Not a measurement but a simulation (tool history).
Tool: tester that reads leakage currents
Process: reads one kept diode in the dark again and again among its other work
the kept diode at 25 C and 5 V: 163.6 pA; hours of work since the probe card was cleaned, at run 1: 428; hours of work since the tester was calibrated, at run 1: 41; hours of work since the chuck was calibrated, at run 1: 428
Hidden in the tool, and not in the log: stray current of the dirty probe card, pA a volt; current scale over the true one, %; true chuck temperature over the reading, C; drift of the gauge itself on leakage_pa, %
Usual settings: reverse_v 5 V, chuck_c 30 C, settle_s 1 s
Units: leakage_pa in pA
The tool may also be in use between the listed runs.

run	hour	reverse_v	chuck_c	settle_s	hours of work since the probe card was cleaned	hours of work since the tester was calibrated	hours of work since the chuck was calibrated	leakage_pa
1	0	5	30	1	428	41	428	258.29
2	62.6	5	30	1	462	75	462	259.82
3	132.3	3.38	30	1	499	113	499	228.32
4	182.6	5	30	0.63	526	140	526	259.68
5	263.9	14.27	30	0.63	570	184	570	376.97
6	367.4	1.54	30	0.63	626	239	626	173.91
7	430.8	1.54	30	0.63	660	273	660	172.92
8	482.2	1.54	30	0.63	687	301	687	172.02
9	564.1	19.28	30	1	732	345	732	418.24
10	654.7	19.28	30	1	780	394	780	417.05
11	734.4	19.28	30	1	823	437	823	416.74
12	784.1	19.28	30	1	850	463	850	418.67
13	849.7	5	30	1	885	499	885	258.37
# hour 889: chuck's temperature calibrated
14	938.3	5	30	1	932	545	27	259.38
15	1039.6	5	30	1	986	600	81	258.04
16	1104.4	5	30	1	1021	635	116	258.88
17	1184.8	5	30	1	1065	678	159	260.32
18	1283.8	5	30	1	1118	731	212	260.03
19	1338.4	5	32	1	1147	761	242	310.79
20	1431.4	5	32	1	1197	811	292	309.58
21	1481.5	5	30	9.54	1224	838	319	259.22
22	1560.7	1.15	44	1.29	1267	880	362	514.4
23	1628.5	2.5	48	0.69	1303	917	398	931.43
24	1673.4	4.56	58	1.7	1328	941	422	2464.42
25	1768.3	1.2	22	6.84	1379	992	473	75.74
26	1815.4	1.2	22	6.84	1404	1017	499	76.38
27	1889	1.2	22	6.84	1444	1057	538	75.85

Forecast run 28:
28	1993.3	8.15	42	0.43	1500	1113	594	?

{"run 28": {"leakage_pa": 859.87}}
Without the tool's hidden state the same run would have given leakage_pa 859.43 pA.

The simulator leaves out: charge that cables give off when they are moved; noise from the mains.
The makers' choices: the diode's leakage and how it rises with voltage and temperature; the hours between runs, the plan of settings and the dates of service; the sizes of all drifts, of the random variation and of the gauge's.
